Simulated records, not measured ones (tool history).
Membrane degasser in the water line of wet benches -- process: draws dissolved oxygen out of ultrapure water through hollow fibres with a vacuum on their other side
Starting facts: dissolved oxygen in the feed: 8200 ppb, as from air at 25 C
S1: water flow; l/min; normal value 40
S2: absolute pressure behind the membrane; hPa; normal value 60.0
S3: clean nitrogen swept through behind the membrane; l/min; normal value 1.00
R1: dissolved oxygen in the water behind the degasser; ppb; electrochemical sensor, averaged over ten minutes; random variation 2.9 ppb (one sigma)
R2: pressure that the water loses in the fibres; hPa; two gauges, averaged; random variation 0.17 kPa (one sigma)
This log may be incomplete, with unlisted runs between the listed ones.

run 1 day=0.000 | S1=40 S2=60.0 S3=1.00 | R1=285.3 R2=274.7
run 2 day=1.642 | S1=40 S2=60.0 S3=1.00 | R1=280.7 R2=273.4
run 3 day=4.021 | S1=40 S2=60.0 S3=1.00 | R1=285.1 R2=276.0
run 4 day=6.571 | S1=40 S2=60.0 S3=1.00 | R1=284.3 R2=275.1
run 5 day=7.800 | S1=40 S2=39.9 S3=1.00 | R1=130.1 R2=272.5
run 6 day=10.562 | S1=40 S2=39.9 S3=1.00 | R1=129.7 R2=274.3
run 7 day=13.067 | S1=40 S2=39.9 S3=1.00 | R1=128.6 R2=274.1
run 8 day=15.025 | S1=59 S2=60.0 S3=2.57 | R1=413.2 R2=400.1
run 9 day=16.758 | S1=59 S2=60.0 S3=2.57 | R1=406.6 R2=403.3
-- day=17.829 vacuum gauge calibrated
run 10 day=18.550 | S1=25 S2=58.6 S3=2.31 | R1=72.7 R2=171.9
run 11 day=21.488 | S1=39 S2=58.6 S3=2.31 | R1=162.8 R2=265.8
run 12 day=24.362 | S1=58 S2=52.6 S3=0.46 | R1=595.6 R2=399.0
run 13 day=25.750 | S1=58 S2=52.6 S3=0.46 | R1=589.8 R2=397.8

Alternative continuations, all from the tool just after run 13; predict every row:
run A day=28.321 | S1=32 S2=41.1 S3=0.46 | R1=? R2=?
run B day=28.321 | S1=58 S2=52.6 S3=1.31 | R1=? R2=?
run C day=28.321 | S1=30 S2=93.5 S3=2.10 | R1=? R2=?
run D day=28.321 | S1=60 S2=57.2 S3=0.65 | R1=? R2=?
run E day=28.321 | S1=50 S2=130.2 S3=1.93 | R1=? R2=?

run=A R1=130.6 R2=221.8
run=B R1=429.1 R2=396.3
run=C R1=211.3 R2=204.2
run=D R1=627.1 R2=409.9
run=E R1=663.2 R2=345.1
Stripped of hidden state, with their random variation kept, the same runs would have yielded:
run=A R1=130.6 R2=221.8
run=B R1=429.0 R2=396.2
run=C R1=211.2 R2=204.1
run=D R1=626.9 R2=409.9
run=E R1=663.1 R2=345.0

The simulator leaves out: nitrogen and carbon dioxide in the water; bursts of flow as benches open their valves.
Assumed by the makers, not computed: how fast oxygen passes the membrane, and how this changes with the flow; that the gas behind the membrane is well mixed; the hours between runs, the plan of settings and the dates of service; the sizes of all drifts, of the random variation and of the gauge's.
